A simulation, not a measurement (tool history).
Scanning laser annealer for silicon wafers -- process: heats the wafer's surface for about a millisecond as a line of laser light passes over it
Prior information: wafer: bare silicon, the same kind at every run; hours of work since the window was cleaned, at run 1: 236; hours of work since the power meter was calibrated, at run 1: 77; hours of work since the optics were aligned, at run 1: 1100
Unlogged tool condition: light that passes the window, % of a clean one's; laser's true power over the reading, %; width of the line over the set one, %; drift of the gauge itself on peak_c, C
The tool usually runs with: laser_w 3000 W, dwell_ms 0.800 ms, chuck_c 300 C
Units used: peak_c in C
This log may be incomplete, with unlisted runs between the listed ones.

| run | hour | laser_w | dwell_ms | chuck_c | hours of work since the window was cleaned | hours of work since the power meter was calibrated | hours of work since the optics were aligned | peak_c |
|---|---|---|---|---|---|---|---|---|
| 1 | 0.0 | 3000 | 0.800 | 300 | 236 | 77 | 1100 | 1083 |
| 2 | 8.5 | 3000 | 0.800 | 300 | 242 | 84 | 1106 | 1083 |
|  | 14.7 | optics aligned, line set to its width |
| 3 | 18.8 | 3000 | 0.800 | 300 | 246 | 88 | 3 | 1082 |
| 4 | 26.0 | 3000 | 0.800 | 300 | 252 | 93 | 8 | 1081 |
| 5 | 31.7 | 3000 | 0.800 | 300 | 256 | 97 | 13 | 1082 |
|  | 37.2 | optics aligned, line set to its width, once more |
| 6 | 43.5 | 3000 | 0.877 | 300 | 261 | 102 | 5 | 1126 |
| 7 | 47.5 | 3000 | 0.800 | 284 | 264 | 105 | 8 | 1070 |
| 8 | 52.7 | 2973 | 0.800 | 284 | 268 | 109 | 12 | 1063 |
| 9 | 59.8 | 2973 | 0.800 | 284 | 273 | 115 | 17 | 1062 |
| 10 | 68.5 | 2973 | 0.800 | 284 | 280 | 121 | 23 | 1065 |
| 11 | 74.2 | 2973 | 0.800 | 284 | 284 | 125 | 28 | 1061 |
| 12 | 80.2 | 2973 | 0.800 | 284 | 289 | 130 | 32 | 1062 |
| 13 | 86.5 | 2870 | 0.800 | 284 | 293 | 134 | 37 | 1033 |
| 14 | 96.3 | 2870 | 0.800 | 284 | 301 | 142 | 44 | 1034 |
| 15 | 101.1 | 2870 | 0.800 | 284 | 304 | 145 | 48 | 1034 |
| 16 | 109.7 | 3000 | 0.800 | 332 | 311 | 152 | 54 | 1115 |
| 17 | 118.9 | 2993 | 0.800 | 300 | 317 | 159 | 61 | 1082 |
| 18 | 128.6 | 2993 | 0.800 | 300 | 325 | 166 | 68 | 1079 |
| 19 | 133.6 | 2993 | 0.800 | 300 | 328 | 170 | 72 | 1077 |
| 20 | 140.2 | 2993 | 0.800 | 300 | 333 | 175 | 77 | 1079 |
| 21 | 149.9 | 3000 | 0.800 | 300 | 341 | 182 | 84 | 1079 |
| 22 | 157.7 | 2924 | 0.730 | 334 | 346 | 188 | 90 | 1061 |
| 23 | 163.7 | 2806 | 0.898 | 265 | 351 | 192 | 95 | 1042 |
| 24 | 170.3 | 2806 | 0.898 | 265 | 356 | 197 | 99 | 1040 |
| 25 | 176.7 | 2851 | 0.819 | 265 | 361 | 202 | 104 | 1013 |
| 26 | 186.3 | 3111 | 0.800 | 300 | 368 | 209 | 111 | 1107 |
| 27 | 196.0 | 3258 | 0.837 | 277 | 375 | 216 | 119 | 1139 |
| 28 | 202.5 | 3000 | 0.800 | 317 | 380 | 221 | 124 | 1090 |
| 29 | 207.6 | 3000 | 0.800 | 317 | 384 | 225 | 127 | 1091 |
| 30 | 212.7 | 3000 | 0.800 | 317 | 388 | 229 | 131 | 1091 |
| 31 | 220.4 | 3131 | 0.799 | 334 | 393 | 234 | 137 | 1139 |
| 32 | 224.6 | 3131 | 0.799 | 334 | 396 | 238 | 140 | 1138 |
| 33 | 229.7 | 3140 | 0.800 | 332 | 400 | 241 | 144 | 1142 |
| 34 | 237.8 | 3114 | 0.833 | 305 | 406 | 248 | 150 | 1123 |
| 35 | 244.7 | 3114 | 0.833 | 305 | 411 | 253 | 155 | 1120 |
| 36 | 250.4 | 3114 | 0.652 | 305 | 416 | 257 | 159 | 1025 |
| 37 | 258.9 | 3114 | 0.652 | 305 | 422 | 263 | 166 | 1020 |
| 38 | 265.0 | 2735 | 0.652 | 338 | 427 | 268 | 170 | 969 |
| 39 | 269.8 | 2735 | 0.652 | 338 | 430 | 271 | 174 | 970 |
| 40 | 273.8 | 2888 | 0.652 | 338 | 433 | 274 | 177 | 1006 |
| 41 | 281.6 | 2823 | 0.589 | 273 | 439 | 280 | 183 | 891 |

Results per run with the tool's hidden condition removed, run-to-run variation unchanged:
| run | peak_c |
|---|---|
| 1 | 1110 |
| 2 | 1112 |
| 3 | 1113 |
| 4 | 1112 |
| 5 | 1113 |
| 6 | 1152 |
| 7 | 1095 |
| 8 | 1088 |
| 9 | 1087 |
| 10 | 1091 |
| 11 | 1088 |
| 12 | 1089 |
| 13 | 1060 |
| 14 | 1061 |
| 15 | 1062 |
| 16 | 1145 |
| 17 | 1112 |
| 18 | 1109 |
| 19 | 1108 |
| 20 | 1110 |
| 21 | 1112 |
| 22 | 1091 |
| 23 | 1075 |
| 24 | 1074 |
| 25 | 1046 |
| 26 | 1143 |
| 27 | 1179 |
| 28 | 1126 |
| 29 | 1127 |
| 30 | 1128 |
| 31 | 1178 |
| 32 | 1177 |
| 33 | 1182 |
| 34 | 1164 |
| 35 | 1161 |
| 36 | 1062 |
| 37 | 1057 |
| 38 | 1003 |
| 39 | 1004 |
| 40 | 1042 |
| 41 | 924 |
